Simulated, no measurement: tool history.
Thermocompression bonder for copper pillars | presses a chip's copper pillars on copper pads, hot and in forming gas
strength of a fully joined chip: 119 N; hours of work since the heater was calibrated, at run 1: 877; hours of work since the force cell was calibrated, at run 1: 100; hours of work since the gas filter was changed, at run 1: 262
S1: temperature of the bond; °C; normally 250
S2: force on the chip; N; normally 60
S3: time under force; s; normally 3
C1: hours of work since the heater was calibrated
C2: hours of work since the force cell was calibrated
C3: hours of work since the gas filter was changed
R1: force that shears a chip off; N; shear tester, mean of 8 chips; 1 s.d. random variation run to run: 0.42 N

run	hour	S1	S2	S3	C1	C2	C3	R1
1	0.0	250	60	3	877	100	262	71.9
2	8.9	250	60	3	881	104	266	71.4
3	19.9	250	60	3	886	109	271	71.8
4	29.1	250	60	3	890	113	275	72.6
5	42.2	250	60	3	896	119	281	71.3
6	60.6	250	60	3	905	127	289	72.7
7	74.8	250	60	3	911	133	295	71.9
# hour 86.7: heater calibrated with a thermocouple chip
8	90.5	250	60	3	2	140	302	67.9
9	103.9	250	60	3	8	146	308	68.7
10	123.7	250	60	3	17	155	317	68.2
11	135.0	250	60	3	22	160	322	68.0
12	143.5	250	60	3	26	164	326	67.3
13	152.4	249	60	3	30	168	330	67.7
14	172.6	249	60	3	39	177	339	67.9
15	190.6	242	76	7	47	185	347	89.5
16	206.0	242	76	7	54	192	354	89.2

What will run 17 give?
# hour 209.4: force cell calibrated
17	218.4	276	59	2	59	4	359	?

{"run 17": {"R1": 71.5}}
Had the tool carried no hidden state, the very same run would have given R1 77.7 N.
